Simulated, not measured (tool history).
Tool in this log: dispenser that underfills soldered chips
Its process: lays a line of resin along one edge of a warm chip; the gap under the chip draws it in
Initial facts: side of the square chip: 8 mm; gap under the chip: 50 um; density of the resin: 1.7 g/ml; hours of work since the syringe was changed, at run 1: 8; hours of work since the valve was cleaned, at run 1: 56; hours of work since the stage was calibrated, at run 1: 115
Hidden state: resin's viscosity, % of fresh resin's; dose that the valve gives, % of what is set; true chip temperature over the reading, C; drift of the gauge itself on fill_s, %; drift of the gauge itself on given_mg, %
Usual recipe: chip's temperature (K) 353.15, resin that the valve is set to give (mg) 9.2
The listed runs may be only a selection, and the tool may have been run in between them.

run,hour,chip's temperature (K),resin that the valve is set to give (mg),hours of work since the syringe was changed,hours of work since the valve was cleaned,hours of work since the stage was calibrated,time until the resin shows at the far edge (s),resin that the valve gave (mg)
1,0,353.15,9.2,8,56,115,102.8,8.86
# hour 2.7: new syringe of resin
2,3.9,353.15,8.52,1,58,117,69,8.18
3,8.4,353.15,9.2,5,62,121,83.3,8.81
4,12.1,353.15,9.2,7,65,124,95.4,8.79
# hour 13.9: dispensing valve cleaned and set on the balance
# hour 16.7: new syringe of resin
5,18.2,358.15,9.2,1,3,128,59.4,9.19
6,22.5,358.15,9.2,5,7,131,71.6,9.17
7,28.1,349.15,9.2,9,11,135,120.7,9.18
# hour 29.7: new syringe of resin
8,32.9,349.15,9.2,3,14,139,84.5,9.12
9,38.9,349.15,9.2,7,19,144,107.8,9.14
# hour 42.9: new syringe of resin
10,45.1,349.15,9.2,2,24,148,83.5,9.03
11,49.5,349.15,9.2,5,27,152,97.7,9.05
12,53.4,349.15,9.2,8,30,155,113.5,8.99
# hour 56: new syringe of resin
13,59.3,349.15,9.2,3,35,159,84.8,8.98
14,62.8,349.15,9.2,5,37,162,97.3,8.98
15,66.3,349.15,9.2,8,40,165,115.8,8.94
# hour 69.1: new syringe of resin
16,71.5,349.15,9.2,2,44,168,82.3,8.89
17,75.7,353.15,9.2,5,47,172,86.2,8.89
18,79.1,346.15,9.2,8,50,174,125.4,8.87
# hour 82.5: new syringe of resin
19,82.6,346.15,9.2,0,53,177,83.1,8.92
20,85.7,353.15,8.46,2,55,179,79.2,8.16
21,88.5,353.15,7.81,5,57,182,87.6,7.52
22,93.2,353.15,7.81,8,61,185,107.4,7.54
# hour 95.5: new syringe of resin
23,96.4,354.15,9.89,1,63,188,66.1,9.47
# hour 100.2: dispensing valve cleaned and set on the balance
24,102.8,359.15,11.25,5,2,192,71,11.26
25,107.8,358.15,8.93,9,6,196,88.8,8.97

Run 26, settings as shown, results not yet in. Your forecast:
# hour 109.5: new syringe of resin
26,114.3,366.15,10.7,4,11,201,?,?

{"run 26": {"time until the resin shows at the far edge (s)": 54.3, "resin that the valve gave (mg)": 10.64}}
Without the tool's hidden state the same run would have given time until the resin shows at the far edge (s) 43.4, resin that the valve gave (mg) 10.71.
